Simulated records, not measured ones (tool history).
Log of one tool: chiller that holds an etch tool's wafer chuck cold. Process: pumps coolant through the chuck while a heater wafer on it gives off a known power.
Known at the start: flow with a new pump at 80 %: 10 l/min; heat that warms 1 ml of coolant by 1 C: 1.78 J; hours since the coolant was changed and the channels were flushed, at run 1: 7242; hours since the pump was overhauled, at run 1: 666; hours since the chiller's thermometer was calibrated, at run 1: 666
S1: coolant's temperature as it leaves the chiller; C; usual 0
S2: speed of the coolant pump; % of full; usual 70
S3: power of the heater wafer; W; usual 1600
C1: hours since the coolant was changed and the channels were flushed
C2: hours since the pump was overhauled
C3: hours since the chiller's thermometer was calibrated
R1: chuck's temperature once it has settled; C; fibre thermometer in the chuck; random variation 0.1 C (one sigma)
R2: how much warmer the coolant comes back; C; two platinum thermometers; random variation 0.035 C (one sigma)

Run 1, hour 0: usual settings; C1 7242; C2 666; C3 666. Result: R1 21.7 C, R2 6.27 C.
Run 2, hour 138.3: usual settings but S3 943 W; C1 7380; C2 804; C3 804. Result: R1 12.8 C, R2 3.69 C.
Run 3, hour 332.7: usual settings but S3 943 W; C1 7574; C2 998; C3 998. Result: R1 12.6 C, R2 3.7 C.
Run 4, hour 451.8: usual settings but S2 96 % of full, S3 943 W; C1 7693; C2 1118; C3 1118. Result: R1 9.9 C, R2 2.58 C.
Run 5, hour 632.6: usual settings but S2 96 % of full, S3 943 W; C1 7874; C2 1298; C3 1298. Result: R1 9.8 C, R2 2.6 C.
Run 6, hour 795.6: usual settings but S2 96 % of full, S3 943 W; C1 8037; C2 1461; C3 1461. Result: R1 9.7 C, R2 2.62 C.
Run 7, hour 888.5: usual settings; C1 8130; C2 1554; C3 1554. Result: R1 21.8 C, R2 6.35 C.
Run 8, hour 1019.8: usual settings but S2 97 % of full; C1 8261; C2 1686; C3 1686. Result: R1 16.7 C, R2 4.35 C.
Run 9, hour 1134.5: usual settings but S2 97 % of full; C1 8376; C2 1800; C3 1800. Result: R1 16.7 C, R2 4.4 C.
At hour 1149.3: coolant changed, channels flushed.
Run 10, hour 1323.1: usual settings but S2 97 % of full; C1 174; C2 1983; C3 1983. Result: R1 15 C, R2 4.41 C.
Run 11, hour 1408.3: usual settings but S2 97 % of full; C1 259; C2 2068; C3 2068. Result: R1 15 C, R2 4.36 C.
Run 12, hour 1512.8: usual settings but S3 1429 W; C1 364; C2 2173; C3 2173. Result: R1 17.7 C, R2 5.65 C.
Run 13, hour 1661.7: usual settings but S1 9 C; C1 512; C2 2321; C3 2321. Result: R1 29 C, R2 6.3 C.
Run 14, hour 1844.2: usual settings but S1 9 C, S3 1463 W; C1 695; C2 2504; C3 2504. Result: R1 27.4 C, R2 5.75 C.
Run 15, hour 2032.3: usual settings but S1 -1 C, S3 1463 W; C1 883; C2 2692; C3 2692. Result: R1 17.2 C, R2 5.76 C.
At hour 2050.5: chiller's thermometer calibrated.
Run 16, hour 2144.1: usual settings but S1 -1 C, S3 1463 W; C1 994; C2 2803; C3 94. Result: R1 17.2 C, R2 5.84 C.
Run 17, hour 2302.7: usual settings but S1 -1 C, S3 1463 W; C1 1152; C2 2962; C3 252. Result: R1 17.2 C, R2 5.81 C.
Run 18, hour 2393.6: usual settings but S1 -1 C, S3 1463 W; C1 1243; C2 3052; C3 343. Result: R1 17.3 C, R2 5.83 C.
Run 19, hour 2567.2: usual settings but S1 -1 C, S3 1463 W; C1 1417; C2 3226; C3 517. Result: R1 17.3 C, R2 5.77 C.
Run 20, hour 2647.6: usual settings but S1 9 C, S2 81 % of full; C1 1497; C2 3306; C3 597. Result: R1 26.7 C, R2 5.41 C.
Run 21, hour 2729.3: usual settings but S1 -1 C, S2 98 % of full; C1 1579; C2 3388; C3 679. Result: R1 14 C, R2 4.42 C.
At hour 2830.7: chiller's thermometer calibrated, once more.
Run 22, hour 2844.2: usual settings but S1 -10 C, S2 72 % of full, S3 1161 W; C1 1693; C2 3502; C3 13. Result: R1 4.3 C, R2 4.53 C.
Run 23, hour 3013.1: usual settings but S1 5 C, S2 72 % of full, S3 916 W; C1 1862; C2 3671; C3 182. Result: R1 16.3 C, R2 3.54 C.
Run 24, hour 3189.2: usual settings but S1 5 C, S2 72 % of full, S3 916 W; C1 2038; C2 3847; C3 358. Result: R1 16.6 C, R2 3.57 C.
Run 25, hour 3330.9: usual settings but S1 1 C, S2 87 % of full, S3 2280 W; C1 2180; C2 3989; C3 500. Result: R1 25.2 C, R2 7.18 C.
Run 26, hour 3475.7: usual settings but S1 7 C, S2 69 % of full, S3 1307 W; C1 2324; C2 4134; C3 645. Result: R1 23.9 C, R2 5.31 C.
Run 27, hour 3643.5: usual settings but S2 69 % of full, S3 1307 W; C1 2492; C2 4301; C3 813. Result: R1 16.9 C, R2 5.27 C.
Run 28, hour 3789: usual settings but S2 94 % of full, S3 951 W; C1 2638; C2 4447; C3 958. Result: R1 9.4 C, R2 2.7 C.
Run 29, hour 3985.1: usual settings but S1 -7 C, S2 83 % of full, S3 1807 W; C1 2834; C2 4643; C3 1154. Result: R1 13.1 C, R2 6.01 C.
Run 30, hour 4160.7: usual settings but S2 87 % of full, S3 1129 W; C1 3009; C2 4818; C3 1330. Result: R1 12 C, R2 3.55 C.
Run 31, hour 4305: usual settings but S2 79 % of full, S3 1262 W; C1 3154; C2 4963; C3 1474. Result: R1 14.9 C, R2 4.38 C.
Run 32, hour 4406.5: usual settings but S2 62 % of full, S3 931 W; C1 3255; C2 5064; C3 1576. Result: R1 13.3 C, R2 4.34 C.

Forecast each of these 4 alternatives for the next run:
Run A, hour 4589.2: usual settings but S1 6 C, S3 1702 W; C1 3438; C2 5247; C3 1758. Result: R1 ?, R2 ?.
Run B, hour 4589.2: usual settings but S2 61 % of full, S3 1588 W; C1 3438; C2 5247; C3 1758. Result: R1 ?, R2 ?.
Run C, hour 4589.2: usual settings but S1 -6 C, S2 62 % of full, S3 2172 W; C1 3438; C2 5247; C3 1758. Result: R1 ?, R2 ?.
Run D, hour 4589.2: usual settings but S1 -1 C, S2 93 % of full, S3 1715 W; C1 3438; C2 5247; C3 1758. Result: R1 ?, R2 ?.

run    R1     R2
  A  28.2   6.86
  B  23.5   7.44
  C  25.6  10.09
  D  16.5   5.06
Without the tool's hidden state the same runs would have given:
run    R1    R2
  A    27  6.66
  B  22.3  7.23
  C  23.8   9.8
  D  15.6  4.91

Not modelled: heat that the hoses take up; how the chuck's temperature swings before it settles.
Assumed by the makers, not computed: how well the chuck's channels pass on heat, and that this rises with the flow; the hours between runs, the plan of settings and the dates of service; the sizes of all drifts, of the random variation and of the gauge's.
